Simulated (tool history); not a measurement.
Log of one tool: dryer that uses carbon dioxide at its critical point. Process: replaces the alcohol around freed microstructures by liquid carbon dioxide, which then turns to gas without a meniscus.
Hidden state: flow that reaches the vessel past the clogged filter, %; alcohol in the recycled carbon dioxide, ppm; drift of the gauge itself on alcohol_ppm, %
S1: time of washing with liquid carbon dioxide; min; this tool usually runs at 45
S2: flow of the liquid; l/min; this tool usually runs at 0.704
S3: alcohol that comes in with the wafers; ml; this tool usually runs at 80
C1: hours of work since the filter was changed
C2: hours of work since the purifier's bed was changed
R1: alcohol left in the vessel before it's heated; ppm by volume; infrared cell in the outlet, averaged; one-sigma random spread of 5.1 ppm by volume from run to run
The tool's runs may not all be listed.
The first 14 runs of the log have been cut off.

| run | hour | S1 | S2 | S3 | C1 | C2 | R1 |
|---|---|---|---|---|---|---|---|
| 15 | 428.6 | 59 | 0.704 | 80 | 269 | 626 | 46 |
| 16 | 449.7 | 59 | 0.704 | 80 | 282 | 638 | 42 |
|  | 473.7 | inlet filter changed |
| 17 | 482.1 | 59 | 1.155 | 80 | 5 | 658 | 31 |
| 18 | 515.7 | 59 | 1.155 | 80 | 26 | 678 | 27 |
| 19 | 536 | 59 | 1.155 | 80 | 38 | 691 | 28 |
| 20 | 561.8 | 59 | 1.155 | 80 | 54 | 707 | 20 |
| 21 | 587.8 | 59 | 0.528 | 113 | 70 | 723 | 138 |
| 22 | 618.9 | 67 | 0.556 | 77 | 89 | 742 | 43 |
| 23 | 654.5 | 67 | 0.556 | 77 | 111 | 763 | 60 |
| 24 | 678 | 45 | 1.064 | 80 | 125 | 778 | 25 |
| 25 | 694.6 | 43 | 1.064 | 33 | 135 | 788 | 35 |
| 26 | 719.5 | 45 | 0.541 | 80 | 151 | 803 | 300 |
| 27 | 754.2 | 61 | 0.651 | 75 | 172 | 825 | 50 |
| 28 | 779.8 | 45 | 0.704 | 80 | 188 | 840 | 96 |
| 29 | 817.9 | 45 | 0.704 | 80 | 211 | 864 | 111 |
| 30 | 840.2 | 32 | 0.482 | 63 | 225 | 877 | 1151 |
| 31 | 878.9 | 35 | 0.475 | 52 | 248 | 901 | 790 |
| 32 | 895.7 | 45 | 0.842 | 80 | 259 | 911 | 68 |
| 33 | 925.1 | 45 | 0.67 | 80 | 277 | 929 | 137 |
|  | 957.9 | inlet filter changed |
| 34 | 966.7 | 45 | 0.67 | 80 | 5 | 954 | 110 |
| 35 | 994.2 | 45 | 0.888 | 47 | 22 | 971 | 47 |
| 36 | 1028.4 | 45 | 0.633 | 42 | 43 | 992 | 100 |

Here are 4 independent what-if runs from the current tool condition. What would each one return?
| A | 1064.8 | 28 | 0.704 | 80 | 66 | 1014 | ? |
| B | 1064.8 | 45 | 0.704 | 65 | 66 | 1014 | ? |
| C | 1064.8 | 28 | 0.704 | 80 | 66 | 1014 | ? |
| D | 1064.8 | 70 | 0.785 | 42 | 66 | 1014 | ? |

| run | R1 |
|---|---|
| A | 588 |
| B | 87 |
| C | 576 |
| D | 47 |
What these runs would have given with no unlogged condition in the tool:
| run | R1 |
|---|---|
| A | 527 |
| B | 48 |
| C | 517 |
| D | 11 |
